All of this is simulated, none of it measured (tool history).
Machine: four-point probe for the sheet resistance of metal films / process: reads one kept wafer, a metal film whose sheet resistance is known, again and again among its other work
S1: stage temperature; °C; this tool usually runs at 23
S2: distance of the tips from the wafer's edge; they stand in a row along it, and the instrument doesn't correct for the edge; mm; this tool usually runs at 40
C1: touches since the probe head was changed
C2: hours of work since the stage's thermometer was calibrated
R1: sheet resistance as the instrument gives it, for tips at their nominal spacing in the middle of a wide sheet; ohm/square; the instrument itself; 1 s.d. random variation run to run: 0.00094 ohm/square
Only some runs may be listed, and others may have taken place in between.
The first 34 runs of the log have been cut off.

run	day	S1	S2	C1	C2	R1
35	130.246	19	3	52965	1156	5.149172
36	134.725	19	3	58730	1229	5.148492
37	138.85	19	3	64034	1297	5.14923
38	142.025	19	3	68121	1350	5.151712
39	146.588	18	48	73988	1425	4.742191
40	151.279	32	40	80025	1502	4.720252
41	154.6	31	4	84296	1556	4.962682
42	158.775	27	10	89667	1625	4.769253
43	161.829	27	10	93598	1676	4.76748
44	166.475	25	6	99575	1752	4.844327

What if the next run were any one of these 3? Each begins from the tool's condition after run 44:
A	169.371	31	14	103296	1800	?
B	169.371	28	8	103296	1800	?
C	169.371	18	43	103296	1800	?

run	R1
A	4.742957
B	4.791094
C	4.748501
With no hidden state in the tool, these same runs would have given:
run	R1
A	4.721843
B	4.769811
C	4.727482
